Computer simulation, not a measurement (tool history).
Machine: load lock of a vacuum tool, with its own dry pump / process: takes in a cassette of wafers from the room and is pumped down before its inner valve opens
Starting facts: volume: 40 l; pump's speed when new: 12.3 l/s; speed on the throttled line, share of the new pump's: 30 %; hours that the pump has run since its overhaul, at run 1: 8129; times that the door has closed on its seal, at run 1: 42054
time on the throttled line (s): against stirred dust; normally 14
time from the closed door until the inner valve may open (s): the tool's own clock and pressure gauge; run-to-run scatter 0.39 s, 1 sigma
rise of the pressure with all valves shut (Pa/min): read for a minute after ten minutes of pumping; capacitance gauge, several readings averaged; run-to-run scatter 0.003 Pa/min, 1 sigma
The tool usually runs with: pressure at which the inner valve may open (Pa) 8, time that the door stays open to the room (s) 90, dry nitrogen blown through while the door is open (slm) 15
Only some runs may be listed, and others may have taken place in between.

run,hour,time on the throttled line (s),pressure at which the inner valve may open (Pa),time that the door stays open to the room (s),dry nitrogen blown through while the door is open (slm),hours that the pump has run since its overhaul,times that the door has closed on its seal,"incoming humidity of the room's air, %",time from the closed door until the inner valve may open (s),rise of the pressure with all valves shut (Pa/min)
1,0.0,14,8,90,15,8129,42054,44.1,47.2,0.145
2,380.2,14,8,90,15,8509,43651,45.6,47.5,0.154
3,728.0,14,8,90,15,8857,45113,45.3,47.4,0.159
4,1151.4,14,8,90,15,9281,46892,43.3,48.0,0.159
5,1376.7,14,8,90,15,9506,47839,40.9,48.9,0.156
# hour 1651.6: dry pump taken out, an overhauled one fitted
6,1844.3,14,8,90,15,193,49779,45.5,41.3,0.171
7,2217.3,14,8,90,15,566,51346,46.9,40.9,0.181
8,2571.0,14,8,90,15,919,52832,43.0,41.3,0.185
9,3114.5,14,8,90,15,1463,55116,47.0,42.2,0.193
10,3534.3,14,8,90,15,1883,56880,45.1,42.8,0.199
11,3784.4,14,8,90,15,2133,57931,44.5,42.6,0.206
12,4227.0,27,8,90,15,2575,59791,45.1,51.7,0.209
13,4615.1,27,8,90,15,2964,61422,43.8,51.7,0.215
14,4975.8,27,8,90,15,3324,62938,43.3,52.0,0.220
15,5285.4,27,8,90,15,3634,64239,48.1,53.0,0.236
16,5531.1,27,8,90,15,3880,65271,43.3,52.2,0.224
# hour 5611.3: door's seal changed, seat wiped
17,5867.5,27,8,90,15,4214,1076,45.4,52.2,0.053
18,6166.7,27,8,90,15,4514,2334,47.6,53.0,0.057
19,6502.3,27,8,90,15,4849,3744,49.1,53.5,0.057
20,6876.6,25,8,90,15,5224,5317,44.6,51.9,0.054
21,7167.4,18,12,78,6,5514,6539,46.2,46.8,0.060
22,7674.9,14,10,90,25,6022,8671,42.9,45.3,0.053
23,7919.9,14,10,90,25,6267,9701,47.9,44.7,0.062
24,8333.9,14,10,90,25,6681,11441,46.5,44.7,0.054
25,8643.5,22,10,90,25,6990,12741,44.5,50.5,0.065
26,9036.2,22,10,90,25,7383,14392,43.0,50.4,0.059
27,9496.9,16,6,60,25,7844,16328,42.4,49.2,0.054
28,9827.7,16,6,60,25,8175,17718,41.7,49.5,0.053
29,10336.0,14,6,138,25,8683,19854,46.4,49.5,0.090
30,10755.4,14,6,138,25,9102,21616,47.6,49.9,0.093
31,11193.4,28,11,90,15,9540,23457,44.1,55.8,0.089
# hour 11421.0: dry pump taken out, an overhauled one fitted
32,11489.5,28,10,60,15,68,24676,43.2,50.1,0.080
33,11851.1,28,14,74,5,430,26195,41.6,48.9,0.096
34,12248.2,11,12,126,38,827,27864,44.9,37.0,0.096
35,12714.3,11,12,126,38,1293,29823,46.5,38.0,0.098
36,12979.5,11,12,126,38,1558,30937,43.4,38.1,0.103

Selected run-to-run steps in time from the closed door until the inner valve may open (s), each split into two signed amounts: the part the tool would show with no hidden state at all (from settings, incoming material and random variation), and the remainder, which goes to the hidden state together with any gauge scatter not common to the measured and the hidden-state-free results:
Hidden state at play: pump's speed, % of a new pump's; leak at the door's seal, Pa l/s; drift of the gauge itself on ready_s, %; drift of the gauge itself on rise_pa_min, %.
Run 5 -> 6: dry pump taken out, an overhauled one fitted. time from the closed door until the inner valve may open (s) -7.6: hidden state -7.3, all else -0.3.
Run 11 -> 12: time on the throttled line (s) 14 -> 27. time from the closed door until the inner valve may open (s) +9.1: hidden state -0.1, all else +9.2.
Run 30 -> 31: time on the throttled line (s) 14 -> 28, pressure at which the inner valve may open (Pa) 6 -> 11, time that the door stays open to the room (s) 138 -> 90, dry nitrogen blown through while the door is open (slm) 25 -> 15. time from the closed door until the inner valve may open (s) +5.9: hidden state -1.4, all else +7.3.
Run 31 -> 32: pressure at which the inner valve may open (Pa) 11 -> 10, time that the door stays open to the room (s) 90 -> 60, dry pump taken out, an overhauled one fitted. time from the closed door until the inner valve may open (s) -5.7: hidden state -6.2, all else +0.5.
Run 33 -> 34: time on the throttled line (s) 28 -> 11, pressure at which the inner valve may open (Pa) 14 -> 12, time that the door stays open to the room (s) 74 -> 126, dry nitrogen blown through while the door is open (slm) 5 -> 38. time from the closed door until the inner valve may open (s) -11.9: hidden state +0.3, all else -12.2.
